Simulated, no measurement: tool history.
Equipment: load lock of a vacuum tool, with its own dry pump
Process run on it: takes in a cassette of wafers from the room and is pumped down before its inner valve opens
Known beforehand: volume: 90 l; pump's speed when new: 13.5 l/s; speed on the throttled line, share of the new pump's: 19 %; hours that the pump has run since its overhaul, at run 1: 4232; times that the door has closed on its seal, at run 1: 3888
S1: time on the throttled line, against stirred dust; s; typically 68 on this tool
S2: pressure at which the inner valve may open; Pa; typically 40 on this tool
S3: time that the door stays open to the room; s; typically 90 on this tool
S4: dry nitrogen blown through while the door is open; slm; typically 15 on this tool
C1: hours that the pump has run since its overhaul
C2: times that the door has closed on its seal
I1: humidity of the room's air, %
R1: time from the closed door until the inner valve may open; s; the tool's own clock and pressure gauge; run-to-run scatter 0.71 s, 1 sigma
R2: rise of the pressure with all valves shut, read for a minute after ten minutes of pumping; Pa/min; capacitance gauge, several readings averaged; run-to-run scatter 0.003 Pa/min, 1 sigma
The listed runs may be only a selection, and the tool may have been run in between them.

Run 1, hour 0: usual settings; C1 4232; C2 3888; I1 47.3. Result: R1 107.6 s, R2 0.036 Pa/min.
Run 2, hour 122.8: usual settings but S4 21 slm; C1 4355; C2 4352; I1 46.5. Result: R1 108 s, R2 0.034 Pa/min.
Run 3, hour 241.5: usual settings but S4 21 slm; C1 4473; C2 4801; I1 46.8. Result: R1 107.5 s, R2 0.036 Pa/min.
Run 4, hour 334.9: usual settings but S4 21 slm; C1 4567; C2 5154; I1 47.9. Result: R1 107.4 s, R2 0.037 Pa/min.
Run 5, hour 411.8: usual settings but S4 21 slm; C1 4644; C2 5444; I1 43.7. Result: R1 108.5 s, R2 0.024 Pa/min.
Run 6, hour 469.1: usual settings but S4 21 slm; C1 4701; C2 5660; I1 42. Result: R1 108.7 s, R2 0.029 Pa/min.
Run 7, hour 534: usual settings; C1 4766; C2 5906; I1 42.1. Result: R1 109.6 s, R2 0.034 Pa/min.
Run 8, hour 599.7: usual settings; C1 4832; C2 6153; I1 42.7. Result: R1 107.5 s, R2 0.041 Pa/min.
Run 9, hour 658.9: usual settings; C1 4891; C2 6377; I1 41.4. Result: R1 107.4 s, R2 0.031 Pa/min.
Run 10, hour 784.6: usual settings but S2 36 Pa, S4 14 slm; C1 5017; C2 6852; I1 43.4. Result: R1 108.2 s, R2 0.037 Pa/min.
Run 11, hour 858.3: usual settings but S2 36 Pa, S3 112 s, S4 14 slm; C1 5090; C2 7130; I1 42.8. Result: R1 108 s, R2 0.046 Pa/min.
Run 12, hour 932.1: usual settings but S2 36 Pa, S3 112 s, S4 14 slm; C1 5164; C2 7409; I1 42.7. Result: R1 109 s, R2 0.048 Pa/min.
Run 13, hour 1057: usual settings but S1 119 s, S2 59 Pa, S3 68 s; C1 5289; C2 7881; I1 43.5. Result: R1 145.8 s, R2 0.032 Pa/min.

Predict the results of run 14:
Run 14, hour 1132.7: usual settings but S1 98 s, S2 59 Pa, S3 64 s, S4 34 slm; C1 5365; C2 8167; I1 44.7. Result: R1 ?, R2 ?.

{"run 14": {"R1": 128, "R2": 0.021}}
Were there no unlogged condition in the tool, this run, its random variation unchanged, would have produced R1 128 s, R2 0.021 Pa/min.
